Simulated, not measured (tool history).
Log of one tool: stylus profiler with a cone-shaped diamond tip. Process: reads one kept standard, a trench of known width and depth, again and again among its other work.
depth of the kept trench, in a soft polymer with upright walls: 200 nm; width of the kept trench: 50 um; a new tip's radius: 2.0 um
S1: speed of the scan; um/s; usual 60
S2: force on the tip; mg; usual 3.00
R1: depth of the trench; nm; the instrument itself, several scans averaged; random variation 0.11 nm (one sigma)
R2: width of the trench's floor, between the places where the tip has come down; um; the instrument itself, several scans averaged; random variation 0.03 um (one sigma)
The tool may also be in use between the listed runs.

Run 1, hour 0.0: usual settings. Result: R1 201.81 nm, R2 48.05 um.
Run 2, hour 23.6: usual settings. Result: R1 201.92 nm, R2 48.03 um.
Run 3, hour 49.9: usual settings but S2 2.06 mg. Result: R1 201.44 nm, R2 48.00 um.
Run 4, hour 72.9: usual settings but S2 2.06 mg. Result: R1 201.41 nm, R2 47.96 um.
Run 5, hour 100.6: usual settings but S2 2.06 mg. Result: R1 201.36 nm, R2 47.92 um.
Run 6, hour 113.1: usual settings but S2 2.06 mg. Result: R1 201.29 nm, R2 48.00 um.
Run 7, hour 127.2: usual settings but S2 2.06 mg. Result: R1 201.36 nm, R2 47.98 um.
Run 8, hour 145.5: usual settings but S2 8.38 mg. Result: R1 203.51 nm, R2 47.95 um.
Run 9, hour 167.2: usual settings. Result: R1 201.63 nm, R2 47.96 um.
Run 10, hour 182.0: usual settings. Result: R1 201.79 nm, R2 47.96 um.
Run 11, hour 205.0: usual settings. Result: R1 201.62 nm, R2 47.88 um.
Run 12, hour 228.2: usual settings. Result: R1 201.67 nm, R2 47.90 um.
Run 13, hour 243.7: usual settings. Result: R1 201.79 nm, R2 47.97 um.
Run 14, hour 263.2: usual settings but S1 61 um/s. Result: R1 201.84 nm, R2 47.91 um.
Run 15, hour 289.6: usual settings but S1 20 um/s. Result: R1 201.60 nm, R2 47.95 um.
Run 16, hour 309.6: usual settings but S1 20 um/s. Result: R1 201.69 nm, R2 47.93 um.
Run 17, hour 325.4: usual settings but S1 126 um/s. Result: R1 201.65 nm, R2 47.84 um.
Run 18, hour 340.5: usual settings but S1 126 um/s. Result: R1 201.76 nm, R2 47.78 um.
Run 19, hour 352.4: usual settings. Result: R1 201.61 nm, R2 47.90 um.
Run 20, hour 364.5: usual settings but S1 152 um/s. Result: R1 201.71 nm, R2 47.73 um.
Run 21, hour 380.5: usual settings but S1 144 um/s, S2 4.98 mg. Result: R1 202.46 nm, R2 47.83 um.
Run 22, hour 406.2: usual settings but S1 144 um/s, S2 4.98 mg. Result: R1 202.57 nm, R2 47.84 um.
Run 23, hour 429.2: usual settings but S1 144 um/s, S2 4.98 mg. Result: R1 202.37 nm, R2 47.81 um.
Run 24, hour 450.7: usual settings but S1 144 um/s, S2 4.98 mg. Result: R1 202.39 nm, R2 47.74 um.
Run 25, hour 467.4: usual settings but S2 1.56 mg. Result: R1 200.90 nm, R2 47.84 um.
Run 26, hour 493.4: usual settings but S1 80 um/s, S2 1.86 mg. Result: R1 200.82 nm, R2 47.76 um.
Run 27, hour 520.8: usual settings but S1 27 um/s, S2 7.90 mg. Result: R1 203.39 nm, R2 47.89 um.
Run 28, hour 533.9: usual settings but S1 23 um/s, S2 4.52 mg. Result: R1 202.12 nm, R2 47.97 um.
Run 29, hour 560.4: usual settings but S1 23 um/s, S2 4.52 mg. Result: R1 202.24 nm, R2 47.89 um.
Run 30, hour 578.7: usual settings but S1 23 um/s, S2 4.52 mg. Result: R1 202.10 nm, R2 47.90 um.
Run 31, hour 602.1: usual settings but S1 42 um/s, S2 5.45 mg. Result: R1 202.48 nm, R2 47.92 um.
Run 32, hour 629.0: usual settings but S1 77 um/s, S2 5.24 mg. Result: R1 202.52 nm, R2 47.85 um.
Run 33, hour 642.2: usual settings but S1 22 um/s, S2 8.31 mg. Result: R1 203.38 nm, R2 47.94 um.
Run 34, hour 660.8: usual settings but S1 74 um/s, S2 1.29 mg. Result: R1 200.60 nm, R2 47.71 um.
Run 35, hour 681.8: usual settings but S1 74 um/s, S2 1.29 mg. Result: R1 200.75 nm, R2 47.66 um.
Run 36, hour 696.3: usual settings but S1 74 um/s, S2 1.29 mg. Result: R1 200.56 nm, R2 47.78 um.
Run 37, hour 720.0: usual settings but S1 24 um/s, S2 1.85 mg. Result: R1 201.04 nm, R2 47.84 um.
Run 38, hour 743.6: usual settings but S1 18 um/s. Result: R1 201.59 nm, R2 47.84 um.
Run 39, hour 766.2: usual settings but S1 152 um/s, S2 3.69 mg. Result: R1 201.85 nm, R2 47.67 um.
Run 40, hour 780.6: usual settings but S1 85 um/s, S2 4.13 mg. Result: R1 201.94 nm, R2 47.72 um.

Forecast each of these 4 alternatives for the next run:
Run A, hour 800.5: usual settings but S1 85 um/s, S2 2.10 mg. Result: R1 ?, R2 ?.
Run B, hour 800.5: usual settings but S1 75 um/s, S2 4.13 mg. Result: R1 ?, R2 ?.
Run C, hour 800.5: usual settings but S1 85 um/s, S2 2.92 mg. Result: R1 ?, R2 ?.
Run D, hour 800.5: usual settings but S1 85 um/s, S2 4.33 mg. Result: R1 ?, R2 ?.

run      R1     R2
  A  201.11  47.77
  B  201.88  47.77
  C  201.66  47.72
  D  201.98  47.73
Without the tool's hidden state the same runs would have given:
run      R1     R2
  A  201.59  48.17
  B  202.36  48.17
  C  202.13  48.12
  D  202.45  48.13

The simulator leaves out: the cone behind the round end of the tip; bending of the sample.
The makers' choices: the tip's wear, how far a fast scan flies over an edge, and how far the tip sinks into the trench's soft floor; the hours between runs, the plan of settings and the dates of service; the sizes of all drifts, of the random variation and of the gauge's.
